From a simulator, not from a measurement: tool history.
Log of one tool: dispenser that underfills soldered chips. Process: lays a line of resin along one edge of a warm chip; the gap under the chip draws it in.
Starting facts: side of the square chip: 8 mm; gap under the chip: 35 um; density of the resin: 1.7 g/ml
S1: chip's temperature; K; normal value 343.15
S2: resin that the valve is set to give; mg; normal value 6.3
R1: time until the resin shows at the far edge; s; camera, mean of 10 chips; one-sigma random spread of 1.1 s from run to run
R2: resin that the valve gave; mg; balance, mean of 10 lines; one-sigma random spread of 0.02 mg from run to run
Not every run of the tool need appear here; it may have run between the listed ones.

run	hour	S1	S2	R1	R2
1	0	343.15	6.3	116.6	6.22
# hour 7.9: new syringe of resin
2	7.9	343.15	6.3	102.9	6.15
3	16.7	343.15	6.3	166.2	6.19
# hour 17.9: new syringe of resin
4	24.3	343.15	6.3	142.6	6.15
# hour 27.5: new syringe of resin
5	32.2	343.15	6.3	132.7	6.15
# hour 36.8: new syringe of resin
6	38.7	343.15	6.3	118	6.13
# hour 46.3: new syringe of resin
7	48.4	343.15	6.3	116	6.12
8	54.5	343.15	6.3	159	6.08
# hour 56.1: new syringe of resin
# hour 61: dispensing valve cleaned and set on the balance
9	63.2	343.15	6.3	144.7	6.31
# hour 66.6: new syringe of resin
10	72.4	343.15	6.3	141.7	6.31
# hour 76.3: new syringe of resin
11	81.7	343.15	6.3	141.6	6.27
# hour 85.9: new syringe of resin
12	88.6	333.15	7.72	171.1	7.6
13	93.6	333.15	5.59	229.4	5.52
# hour 95.2: new syringe of resin
# hour 104.8: new syringe of resin
14	104.8	343.15	7.85	102.1	7.76
# hour 114.1: new syringe of resin
15	114.2	343.15	5.83	105.3	5.73
# hour 123.5: new syringe of resin
16	123.5	330.15	5.53	176.6	5.42
17	129.7	332.15	5.87	222.5	5.74
# hour 133.4: new syringe of resin
18	140.1	353.15	7.16	104.9	6.97
# hour 142.8: new syringe of resin
19	147.3	329.15	6.18	216.3	6.02
# hour 149.5: dispensing valve cleaned and set on the balance
# hour 153.3: new syringe of resin
20	156	343.15	5.53	120.9	5.46
21	161.7	334.15	6.67	221.2	6.59
# hour 163: new syringe of resin
22	171.1	351.15	5.57	128.5	5.49

Measured result minus the same run's result without the hidden state. Both carry the same run-to-run variation, though not necessarily the same gauge scatter:
Hidden state present: resin's viscosity, % of fresh resin's; dose that the valve gives, % of what is set; true chip temperature over the reading, C; drift of the gauge itself on fill_s, %; drift of the gauge itself on given_mg, %.
run	R1	R2
1	+13.3	-0.07
2	+1.6	-0.09
3	+63.3	-0.12
4	+41.3	-0.14
5	+29.7	-0.16
6	+15.2	-0.17
7	+13.9	-0.21
8	+57.3	-0.23
9	+42.5	+0.02
10	+37.9	-0.01
11	+38.1	-0.03
12	+29.1	-0.06
13	+83.2	-0.06
14	+3.4	-0.12
15	+2.5	-0.11
16	+9.5	-0.13
17	+70.7	-0.15
18	+33	-0.21
19	+49.8	-0.2
20	+17.1	-0.03
21	+80.3	-0.04
22	+48	-0.06
